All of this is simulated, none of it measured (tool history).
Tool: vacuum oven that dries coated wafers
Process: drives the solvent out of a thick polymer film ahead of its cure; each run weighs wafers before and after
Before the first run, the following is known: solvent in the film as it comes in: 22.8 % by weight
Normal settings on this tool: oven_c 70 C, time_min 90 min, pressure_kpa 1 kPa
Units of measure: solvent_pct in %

run     day  oven_c  time_min  pressure_kpa  solvent_pct
  1       0      70        90             1          3.7
  2   1.317      70        90             1         3.58
  3   2.692      70        90             1         3.54
  4   3.917      70        90             1         3.61
  5   5.275      70        90             1         3.66
  6   6.588      70        90          1.81         3.74
  7   7.842      59        90             1         9.89
  8   8.746      70        90             1         3.62
      8.921  -- oven's thermocouples calibrated
  9  10.288      70        90             1          3.4
 10  11.446      70        90             1         3.24
      12.55  -- oven's thermocouples calibrated, once more
 11  12.708      70        65             1         5.96
 12   13.35      70        90             1         4.06
 13  14.258      70       143          3.44         3.04
 14  15.638      70        48          1.06         8.14
 15  16.229      70        48          1.06         7.93
 16  17.221      63        48           2.9        12.64
 17  18.308      63        48           2.9        12.19
 18  19.067      63        48           2.9        12.23
 19  20.242      63        88          0.93         8.08
 20  20.892      80        86          0.93         0.86
 21  21.762      70        90          0.78         3.89
 22  23.108      70        90          0.78         3.88
 23  24.454      58       138             1         8.19

Run 24 comes next. What will it give?
 24  25.804      57        90             1            ?

solvent_pct: 11.24 %
The same run, on a tool lacking any hidden state, would have yielded solvent_pct 11.2 %.
